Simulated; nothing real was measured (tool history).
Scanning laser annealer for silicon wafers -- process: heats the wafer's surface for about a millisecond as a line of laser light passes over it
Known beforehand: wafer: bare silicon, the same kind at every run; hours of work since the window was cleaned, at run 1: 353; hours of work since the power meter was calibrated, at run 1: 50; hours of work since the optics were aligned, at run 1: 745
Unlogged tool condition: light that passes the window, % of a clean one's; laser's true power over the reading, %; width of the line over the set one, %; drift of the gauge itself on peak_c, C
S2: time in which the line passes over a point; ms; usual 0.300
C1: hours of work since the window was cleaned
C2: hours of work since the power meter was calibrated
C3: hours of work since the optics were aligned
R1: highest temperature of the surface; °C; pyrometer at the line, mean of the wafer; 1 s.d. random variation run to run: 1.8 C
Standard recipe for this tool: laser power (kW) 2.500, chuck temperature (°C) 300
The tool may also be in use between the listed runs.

Run 1, hour 0.0: usual settings; C1 353; C2 50; C3 745. Result: R1 1036 °C.
Run 2, hour 19.4: usual settings; C1 366; C2 62; C3 758. Result: R1 1039 °C.
Run 3, hour 29.5: usual settings; C1 373; C2 69; C3 764. Result: R1 1037 °C.
Run 4, hour 45.1: usual settings; C1 383; C2 80; C3 775. Result: R1 1035 °C.
At hour 55.5: optics aligned, line set to its width.
Run 5, hour 60.6: usual settings; C1 390; C2 87; C3 3. Result: R1 1055 °C.
Run 6, hour 69.5: usual settings but laser power (kW) 2.203; C1 396; C2 93; C3 9. Result: R1 950 °C.
Run 7, hour 80.3: usual settings but laser power (kW) 2.203; C1 403; C2 100; C3 17. Result: R1 949 °C.
Run 8, hour 94.6: usual settings but laser power (kW) 2.266; C1 413; C2 109; C3 26. Result: R1 971 °C.
Run 9, hour 110.2: usual settings but laser power (kW) 2.269; C1 423; C2 120; C3 37. Result: R1 974 °C.
Run 10, hour 126.9: usual settings but laser power (kW) 2.197, S2 0.262 ms, chuck temperature (°C) 275; C1 434; C2 131; C3 48. Result: R1 883 °C.
Run 11, hour 146.4: usual settings but laser power (kW) 2.197, S2 0.262 ms, chuck temperature (°C) 275; C1 447; C2 144; C3 61. Result: R1 878 °C.
Run 12, hour 164.8: usual settings but laser power (kW) 2.512, S2 0.262 ms, chuck temperature (°C) 334; C1 460; C2 156; C3 73. Result: R1 1045 °C.
Run 13, hour 183.1: usual settings but laser power (kW) 2.136, S2 0.262 ms, chuck temperature (°C) 338; C1 472; C2 169; C3 85. Result: R1 920 °C.
Run 14, hour 194.3: usual settings but laser power (kW) 2.175, S2 0.262 ms, chuck temperature (°C) 338; C1 479; C2 176; C3 93. Result: R1 934 °C.
Run 15, hour 205.7: usual settings but laser power (kW) 2.670, S2 0.349 ms, chuck temperature (°C) 309; C1 487; C2 184; C3 100. Result: R1 1177 °C.

Alternative continuations, all from the tool just after run 15; predict every row:
Run A, hour 224.6: usual settings but laser power (kW) 2.727, S2 0.349 ms, chuck temperature (°C) 317; C1 500; C2 196; C3 113. Result: R1 ?.
Run B, hour 224.6: usual settings but laser power (kW) 2.179, S2 0.307 ms, chuck temperature (°C) 315; C1 500; C2 196; C3 113. Result: R1 ?.
Run C, hour 224.6: usual settings but laser power (kW) 2.729, S2 0.213 ms; C1 500; C2 196; C3 113. Result: R1 ?.
Run D, hour 224.6: usual settings but laser power (kW) 2.692; C1 500; C2 196; C3 113. Result: R1 ?.

run    R1
  A  1208
  B   957
  C  1004
  D  1113
With the hidden condition removed and each run's random variation left untouched, the same runs would have given:
run    R1
  A  1242
  B   981
  C  1030
  D  1144
